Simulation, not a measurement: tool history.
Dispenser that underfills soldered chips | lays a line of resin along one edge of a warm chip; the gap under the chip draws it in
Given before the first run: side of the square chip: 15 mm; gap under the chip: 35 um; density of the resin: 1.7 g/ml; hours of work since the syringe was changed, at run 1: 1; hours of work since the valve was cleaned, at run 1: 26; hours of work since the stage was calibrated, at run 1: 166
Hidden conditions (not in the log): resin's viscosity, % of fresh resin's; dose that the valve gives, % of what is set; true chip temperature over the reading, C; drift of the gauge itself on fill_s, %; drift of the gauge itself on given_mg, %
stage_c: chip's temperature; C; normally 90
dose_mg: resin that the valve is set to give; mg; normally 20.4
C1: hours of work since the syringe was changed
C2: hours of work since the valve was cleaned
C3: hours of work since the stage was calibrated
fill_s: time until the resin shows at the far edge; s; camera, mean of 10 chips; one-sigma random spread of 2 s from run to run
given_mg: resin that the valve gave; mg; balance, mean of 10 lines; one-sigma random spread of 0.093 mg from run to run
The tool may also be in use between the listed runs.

Run 1, day 0: usual settings; C1 1; C2 26; C3 166. Result: fill_s 220.6 s, given_mg 19.81 mg.
Run 2, day 0.288: usual settings; C1 5; C2 31; C3 171. Result: fill_s 293.9 s, given_mg 19.6 mg.
At day 0.354: new syringe of resin.
At day 0.783: new syringe of resin.
Run 3, day 0.796: usual settings; C1 0; C2 38; C3 178. Result: fill_s 213.7 s, given_mg 19.67 mg.
Run 4, day 1.046: usual settings but dose_mg 23 mg; C1 4; C2 42; C3 182. Result: fill_s 272 s, given_mg 22 mg.
At day 1.183: new syringe of resin.
Run 5, day 1.412: usual settings but dose_mg 23 mg; C1 4; C2 48; C3 188. Result: fill_s 260.9 s, given_mg 21.86 mg.
At day 1.612: new syringe of resin.
Run 6, day 1.883: usual settings but dose_mg 23 mg; C1 4; C2 55; C3 195. Result: fill_s 278.7 s, given_mg 21.83 mg.
At day 2.054: new syringe of resin.
Run 7, day 2.167: usual settings; C1 2; C2 59; C3 199. Result: fill_s 241.6 s, given_mg 19.16 mg.
At day 2.442: dispensing valve cleaned and set on the balance.
At day 2.488: new syringe of resin.
Run 8, day 2.579: usual settings but stage_c 76 C; C1 1; C2 2; C3 205. Result: fill_s 413.1 s, given_mg 20.49 mg.
At day 2.896: new syringe of resin.
Run 9, day 3.058: usual settings but stage_c 97 C; C1 3; C2 9; C3 212. Result: fill_s 188.5 s, given_mg 20.26 mg.
At day 3.312: new syringe of resin.
Run 10, day 3.529: usual settings but stage_c 101 C; C1 3; C2 16; C3 219. Result: fill_s 171.5 s, given_mg 20.2 mg.
At day 3.733: new syringe of resin.
Run 11, day 3.858: usual settings but dose_mg 20.6 mg; C1 2; C2 21; C3 224. Result: fill_s 238.5 s, given_mg 20.42 mg.
At day 4.171: new syringe of resin.
Run 12, day 4.179: usual settings but dose_mg 20.6 mg; C1 0; C2 26; C3 229. Result: fill_s 211.7 s, given_mg 20.09 mg.
At day 4.604: new syringe of resin.
Run 13, day 4.721: usual settings; C1 2; C2 34; C3 237. Result: fill_s 240.7 s, given_mg 19.84 mg.
Run 14, day 4.975: usual settings; C1 6; C2 38; C3 241. Result: fill_s 301.1 s, given_mg 19.69 mg.
At day 5.025: new syringe of resin.
At day 5.429: new syringe of resin.
Run 15, day 5.496: usual settings but dose_mg 20.1 mg; C1 1; C2 46; C3 249. Result: fill_s 234.7 s, given_mg 19.23 mg.
At day 5.846: new syringe of resin.
Run 16, day 5.946: usual settings but dose_mg 17.6 mg; C1 2; C2 53; C3 256. Result: fill_s 251.7 s, given_mg 16.55 mg.
At day 6.271: new syringe of resin.
Run 17, day 6.454: usual settings but dose_mg 17.6 mg; C1 3; C2 61; C3 264. Result: fill_s 280.9 s, given_mg 16.76 mg.
At day 6.646: dispensing valve cleaned and set on the balance.
At day 6.725: new syringe of resin.
Run 18, day 6.792: usual settings but dose_mg 17.6 mg; C1 1; C2 2; C3 268. Result: fill_s 237.7 s, given_mg 17.49 mg.
At day 7.138: new syringe of resin.
Run 19, day 7.238: usual settings but dose_mg 23.8 mg; C1 2; C2 9; C3 275. Result: fill_s 230.9 s, given_mg 23.64 mg.
At day 7.562: new syringe of resin.
Run 20, day 7.704: usual settings but dose_mg 21.4 mg; C1 2; C2 16; C3 282. Result: fill_s 243.3 s, given_mg 20.93 mg.
At day 7.962: new syringe of resin.
Run 21, day 8.254: usual settings but stage_c 93 C, dose_mg 24.1 mg; C1 5; C2 24; C3 290. Result: fill_s 250.6 s, given_mg 23.51 mg.
At day 8.396: new syringe of resin.
Run 22, day 8.583: usual settings but stage_c 101 C, dose_mg 23.8 mg; C1 3; C2 29; C3 295. Result: fill_s 163.5 s, given_mg 23.17 mg.
At day 8.812: new syringe of resin.
Run 23, day 9.058: usual settings but stage_c 89 C, dose_mg 17.4 mg; C1 4; C2 37; C3 303. Result: fill_s 301 s, given_mg 16.82 mg.
At day 9.233: new syringe of resin.
Run 24, day 9.333: usual settings but stage_c 82 C, dose_mg 21.8 mg; C1 2; C2 41; C3 307. Result: fill_s 335.7 s, given_mg 20.85 mg.
At day 9.629: new syringe of resin.
Run 25, day 9.629: usual settings but stage_c 82 C, dose_mg 21.8 mg; C1 0; C2 45; C3 311. Result: fill_s 304.4 s, given_mg 20.93 mg.
Run 26, day 9.867: usual settings but stage_c 82 C, dose_mg 21.8 mg; C1 4; C2 49; C3 315. Result: fill_s 381.6 s, given_mg 20.8 mg.
At day 10.05: new syringe of resin.
Run 27, day 10.129: usual settings but dose_mg 23.8 mg; C1 1; C2 53; C3 319. Result: fill_s 233.1 s, given_mg 22.66 mg.

Here are 4 independent what-if runs from the current tool condition. What would each one return?
At day 10.475: new syringe of resin.
Run A, day 10.662: usual settings but stage_c 80 C, dose_mg 23.3 mg; C1 3; C2 61; C3 327. Result: fill_s ?, given_mg ?.
At day 10.475: new syringe of resin.
Run B, day 10.662: usual settings but stage_c 89 C, dose_mg 22 mg; C1 3; C2 61; C3 327. Result: fill_s ?, given_mg ?.
At day 10.475: new syringe of resin.
Run C, day 10.662: usual settings but dose_mg 22.9 mg; C1 3; C2 61; C3 327. Result: fill_s ?, given_mg ?.
At day 10.475: new syringe of resin.
Run D, day 10.662: usual settings but stage_c 95 C, dose_mg 19.7 mg; C1 3; C2 61; C3 327. Result: fill_s ?, given_mg ?.

run  fill_s  given_mg
  A   398.7     21.99
  B     273     20.78
  C   264.6     21.57
  D   221.4     18.52
Had the tool no hidden state, the same runs would have come out as:
run  fill_s  given_mg
  A   300.1     23.32
  B     206     22.03
  C   200.2     22.87
  D   166.6     19.65
